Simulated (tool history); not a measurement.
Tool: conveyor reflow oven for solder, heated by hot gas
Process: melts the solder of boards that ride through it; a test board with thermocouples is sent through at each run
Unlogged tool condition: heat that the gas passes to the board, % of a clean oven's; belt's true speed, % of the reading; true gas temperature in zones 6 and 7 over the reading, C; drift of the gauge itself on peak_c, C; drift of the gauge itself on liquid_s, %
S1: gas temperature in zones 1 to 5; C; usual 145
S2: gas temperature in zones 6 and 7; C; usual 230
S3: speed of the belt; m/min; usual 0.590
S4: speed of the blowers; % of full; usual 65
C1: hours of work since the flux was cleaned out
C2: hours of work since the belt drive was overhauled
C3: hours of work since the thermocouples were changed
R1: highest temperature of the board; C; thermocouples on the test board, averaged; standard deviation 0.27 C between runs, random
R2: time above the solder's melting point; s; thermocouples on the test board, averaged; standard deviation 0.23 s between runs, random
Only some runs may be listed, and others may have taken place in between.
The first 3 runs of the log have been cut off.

{"run": 4, "hour": 22.1, "S1": 142, "S2": 230, "S3": 0.59, "S4": 65, "C1": 405, "C2": 60, "C3": 50, "R1": 211.7, "R2": 42.5}
{"run": 5, "hour": 26.7, "S1": 142, "S2": 230, "S3": 0.59, "S4": 65, "C1": 407, "C2": 62, "C3": 52, "R1": 211.6, "R2": 42.6}
{"run": 6, "hour": 31.2, "S1": 145, "S2": 219, "S3": 0.59, "S4": 65, "C1": 409, "C2": 64, "C3": 54, "R1": 203.2, "R2": 36.6}
{"run": 7, "hour": 35.3, "S1": 145, "S2": 219, "S3": 0.59, "S4": 65, "C1": 411, "C2": 66, "C3": 56, "R1": 202.8, "R2": 36.6}
{"run": 8, "hour": 43.3, "S1": 145, "S2": 219, "S3": 0.59, "S4": 65, "C1": 414, "C2": 69, "C3": 59, "R1": 203.5, "R2": 36.1}
{"run": 9, "hour": 49.3, "S1": 145, "S2": 219, "S3": 0.59, "S4": 65, "C1": 417, "C2": 72, "C3": 61, "R1": 202.9, "R2": 36.0}
{"run": 10, "hour": 57.6, "S1": 145, "S2": 219, "S3": 0.59, "S4": 65, "C1": 420, "C2": 75, "C3": 65, "R1": 203.5, "R2": 36.5}
{"run": 11, "hour": 62.6, "S1": 145, "S2": 225, "S3": 0.59, "S4": 65, "C1": 422, "C2": 77, "C3": 67, "R1": 208.2, "R2": 40.8}
{"run": 12, "hour": 70.0, "S1": 131, "S2": 230, "S3": 0.59, "S4": 65, "C1": 425, "C2": 80, "C3": 70, "R1": 209.6, "R2": 37.5}
{"run": 13, "hour": 74.8, "S1": 131, "S2": 230, "S3": 0.59, "S4": 65, "C1": 427, "C2": 82, "C3": 72, "R1": 209.1, "R2": 37.6}
{"run": 14, "hour": 78.6, "S1": 131, "S2": 230, "S3": 0.59, "S4": 65, "C1": 429, "C2": 84, "C3": 74, "R1": 209.3, "R2": 37.6}
{"run": 15, "hour": 86.4, "S1": 131, "S2": 230, "S3": 0.59, "S4": 65, "C1": 432, "C2": 87, "C3": 77, "R1": 209.1, "R2": 37.7}
{"run": 16, "hour": 93.2, "S1": 145, "S2": 230, "S3": 0.475, "S4": 65, "C1": 435, "C2": 90, "C3": 80, "R1": 218.4, "R2": 61.5}

Run 17 is up next; what results do you expect?
{"run": 17, "hour": 101.2, "S1": 145, "S2": 230, "S3": 0.475, "S4": 65, "C1": 438, "C2": 93, "C3": 83, "R1": "?", "R2": "?"}

Logged for run 17: R1 218.5 C, R2 61.0 s.
With the hidden condition absent and the run-to-run variation left alone, this run would have shown R1 220.8 C, R2 62.9 s.

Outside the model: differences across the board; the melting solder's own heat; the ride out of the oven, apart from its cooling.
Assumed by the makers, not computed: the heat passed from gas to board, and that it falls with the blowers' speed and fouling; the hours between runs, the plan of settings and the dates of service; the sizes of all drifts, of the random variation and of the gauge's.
